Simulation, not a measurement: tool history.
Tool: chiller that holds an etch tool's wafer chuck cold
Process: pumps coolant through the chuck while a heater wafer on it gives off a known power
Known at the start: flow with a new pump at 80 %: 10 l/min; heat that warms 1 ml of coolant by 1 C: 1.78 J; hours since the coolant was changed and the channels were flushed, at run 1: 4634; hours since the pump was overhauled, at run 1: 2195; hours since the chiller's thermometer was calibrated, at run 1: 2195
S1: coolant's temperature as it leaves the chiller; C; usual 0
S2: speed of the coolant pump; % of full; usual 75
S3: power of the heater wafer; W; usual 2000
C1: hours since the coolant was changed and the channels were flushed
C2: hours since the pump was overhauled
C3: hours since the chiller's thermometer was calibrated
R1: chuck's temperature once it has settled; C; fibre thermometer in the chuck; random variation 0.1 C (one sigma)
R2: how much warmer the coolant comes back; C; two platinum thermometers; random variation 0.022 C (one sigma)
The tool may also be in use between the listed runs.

run 1 hour=0 | S1=0 S2=75 S3=2000 | C1=4634 C2=2195 C3=2195 | R1=22.9 R2=7.38
run 2 hour=64.4 | S1=0 S2=75 S3=1099 | C1=4698 C2=2259 C3=2259 | R1=12.6 R2=4.03
run 3 hour=108.1 | S1=0 S2=75 S3=1099 | C1=4742 C2=2303 C3=2303 | R1=12.3 R2=4.08
run 4 hour=145.2 | S1=0 S2=75 S3=1099 | C1=4779 C2=2340 C3=2340 | R1=12.6 R2=4.06
run 5 hour=231.2 | S1=0 S2=62 S3=2000 | C1=4865 C2=2426 C3=2426 | R1=27.5 R2=9
run 6 hour=268.3 | S1=0 S2=75 S3=2000 | C1=4902 C2=2463 C3=2463 | R1=23 R2=7.33
run 7 hour=343.8 | S1=0 S2=98 S3=2000 | C1=4977 C2=2538 C3=2538 | R1=17.8 R2=5.59
run 8 hour=394.5 | S1=0 S2=98 S3=2000 | C1=5028 C2=2589 C3=2589 | R1=18 R2=5.56
run 9 hour=432.9 | S1=0 S2=98 S3=2000 | C1=5067 C2=2627 C3=2627 | R1=18 R2=5.6
run 10 hour=486.8 | S1=0 S2=75 S3=1627 | C1=5120 C2=2681 C3=2681 | R1=18.9 R2=6
run 11 hour=526.6 | S1=0 S2=75 S3=1627 | C1=5160 C2=2721 C3=2721 | R1=18.9 R2=6.04
run 12 hour=589.9 | S1=0 S2=75 S3=1627 | C1=5223 C2=2784 C3=2784 | R1=18.8 R2=6.03
run 13 hour=661.5 | S1=0 S2=75 S3=1627 | C1=5295 C2=2856 C3=2856 | R1=18.9 R2=6.03
run 14 hour=703.9 | S1=0 S2=75 S3=2000 | C1=5338 C2=2898 C3=2898 | R1=23.4 R2=7.39
run 15 hour=746.5 | S1=0 S2=100 S3=2000 | C1=5380 C2=2941 C3=2941 | R1=17.8 R2=5.47
run 16 hour=821.5 | S1=0 S2=75 S3=1256 | C1=5455 C2=3016 C3=3016 | R1=14.8 R2=4.64
run 17 hour=862.5 | S1=-4 S2=88 S3=1667 | C1=5496 C2=3057 C3=3057 | R1=12.9 R2=5.2
run 18 hour=921.4 | S1=-3 S2=88 S3=2246 | C1=5555 C2=3116 C3=3116 | R1=19.6 R2=7.04
run 19 hour=970.4 | S1=-3 S2=88 S3=2246 | C1=5604 C2=3165 C3=3165 | R1=19.7 R2=7.07
run 20 hour=1020.9 | S1=-9 S2=75 S3=2076 | C1=5654 C2=3215 C3=3215 | R1=15.7 R2=7.67
run 21 hour=1063.9 | S1=-9 S2=75 S3=2076 | C1=5697 C2=3258 C3=3258 | R1=15.8 R2=7.66
run 22 hour=1150.9 | S1=-9 S2=75 S3=2076 | C1=5784 C2=3345 C3=3345 | R1=15.7 R2=7.72
run 23 hour=1192.5 | S1=-9 S2=64 S3=2105 | C1=5826 C2=3387 C3=3387 | R1=20.1 R2=9.25
run 24 hour=1231.3 | S1=0 S2=94 S3=2970 | C1=5865 C2=3426 C3=3426 | R1=28.5 R2=8.67
run 25 hour=1305.9 | S1=0 S2=94 S3=2970 | C1=5939 C2=3500 C3=3500 | R1=28.5 R2=8.71
run 26 hour=1359.9 | S1=0 S2=75 S3=1066 | C1=5993 C2=3554 C3=3554 | R1=12.8 R2=4
run 27 hour=1436.6 | S1=8 S2=72 S3=2000 | C1=6070 C2=3631 C3=3631 | R1=33.1 R2=7.78
run 28 hour=1482.6 | S1=9 S2=67 S3=2000 | C1=6116 C2=3677 C3=3677 | R1=35.8 R2=8.37
run 29 hour=1569.5 | S1=-8 S2=67 S3=2000 | C1=6203 C2=3764 C3=3764 | R1=18.8 R2=8.34
run 30 hour=1608.1 | S1=-8 S2=67 S3=2000 | C1=6242 C2=3803 C3=3803 | R1=18.9 R2=8.37
run 31 hour=1643 | S1=-1 S2=77 S3=2113 | C1=6277 C2=3838 C3=3838 | R1=23.9 R2=7.64
run 32 hour=1680.2 | S1=-6 S2=97 S3=1487 | C1=6314 C2=3875 C3=3875 | R1=8.1 R2=4.23

Measured less the same run without the tool's hidden state. The same run-to-run variation is in both; the gauge's scatter may not be:
The hidden state here: heat passed by the chuck's channels, % of clean ones'; flow at a given pump speed, % of a new pump's; coolant's true temperature over the reading, C; drift of the gauge itself on chuck_c, C; drift of the gauge itself on warmer_back_c, C.
run=1 R1=+3.1 R2=+0.13
run=2 R1=+1.8 R2=+0.07
run=3 R1=+1.8 R2=+0.08
run=4 R1=+1.8 R2=+0.07
run=5 R1=+4 R2=+0.18
run=6 R1=+3.4 R2=+0.14
run=7 R1=+2.7 R2=+0.12
run=8 R1=+2.8 R2=+0.12
run=9 R1=+2.7 R2=+0.12
run=10 R1=+2.9 R2=+0.13
run=11 R1=+2.9 R2=+0.13
run=12 R1=+2.9 R2=+0.13
run=13 R1=+3.1 R2=+0.14
run=14 R1=+3.7 R2=+0.17
run=15 R1=+2.9 R2=+0.13
run=16 R1=+2.4 R2=+0.11
run=17 R1=+2.8 R2=+0.13
run=18 R1=+3.8 R2=+0.17
run=19 R1=+3.9 R2=+0.18
run=20 R1=+4.2 R2=+0.2
run=21 R1=+4.3 R2=+0.2
run=22 R1=+4.3 R2=+0.2
run=23 R1=+5.1 R2=+0.25
run=24 R1=+5.1 R2=+0.23
run=25 R1=+5.1 R2=+0.24
run=26 R1=+2.2 R2=+0.11
run=27 R1=+4.6 R2=+0.22
run=28 R1=+5 R2=+0.24
run=29 R1=+5 R2=+0.25
run=30 R1=+5 R2=+0.25
run=31 R1=+4.7 R2=+0.22
run=32 R1=+2.6 R2=+0.13

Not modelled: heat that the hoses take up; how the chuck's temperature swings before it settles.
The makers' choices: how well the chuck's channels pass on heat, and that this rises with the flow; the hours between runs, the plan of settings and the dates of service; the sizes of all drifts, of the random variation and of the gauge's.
